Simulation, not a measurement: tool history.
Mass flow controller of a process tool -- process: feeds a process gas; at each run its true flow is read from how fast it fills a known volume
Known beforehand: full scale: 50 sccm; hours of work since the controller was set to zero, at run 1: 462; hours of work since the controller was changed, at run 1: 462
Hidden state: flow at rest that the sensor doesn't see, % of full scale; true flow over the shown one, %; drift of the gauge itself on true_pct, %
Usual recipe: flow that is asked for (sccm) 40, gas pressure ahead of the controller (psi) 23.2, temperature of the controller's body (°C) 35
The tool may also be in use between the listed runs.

run	hour	flow that is asked for (sccm)	gas pressure ahead of the controller (psi)	temperature of the controller's body (°C)	hours of work since the controller was set to zero	hours of work since the controller was changed	true flow (%)
1	0	40	23.2	35	462	462	100.95
2	74.6	8	23.2	35	517	517	100.47
3	126.5	8	23.2	35	554	554	100.43
4	195.9	8	23.2	35	605	605	100.34
5	288.6	8	23.2	35	672	672	100.38
6	346.4	8	23.2	35	714	714	100.26
7	396.3	40	25.2	35	751	751	100.68
8	436.9	40	28.6	35	780	780	100.61
9	500.4	40	28.6	35	826	826	100.41
10	562.3	40	28.6	35	871	871	100.28
11	620.1	40	28.6	35	913	913	100.33
12	673.8	40	28.6	35	952	952	100.37
13	758.2	40	23.2	35	1014	1014	100.32
14	843.2	13	23.2	36	1076	1076	99.87
15	882.9	13	23.2	36	1104	1104	99.91
16	950.9	7	21.9	21	1154	1154	98.4
17	991	7	21.9	21	1183	1183	98.22
18	1050	37	23.2	23	1226	1226	98.86
19	1100.4	19	30.2	24	1263	1263	98.46
20	1185.5	19	30.2	24	1325	1325	98.37
21	1255.5	10	23.2	35	1375	1375	99.49
22	1323.9	12	39.5	35	1425	1425	98.99
23	1367.9	12	39.5	35	1457	1457	98.96

Predict the results of run 24:
24	1419.6	40	21.3	35	1495	1495	?

true flow (%): 99.68
With the hidden condition absent and the run-to-run variation left alone, this run would have shown true flow (%) 100.98.
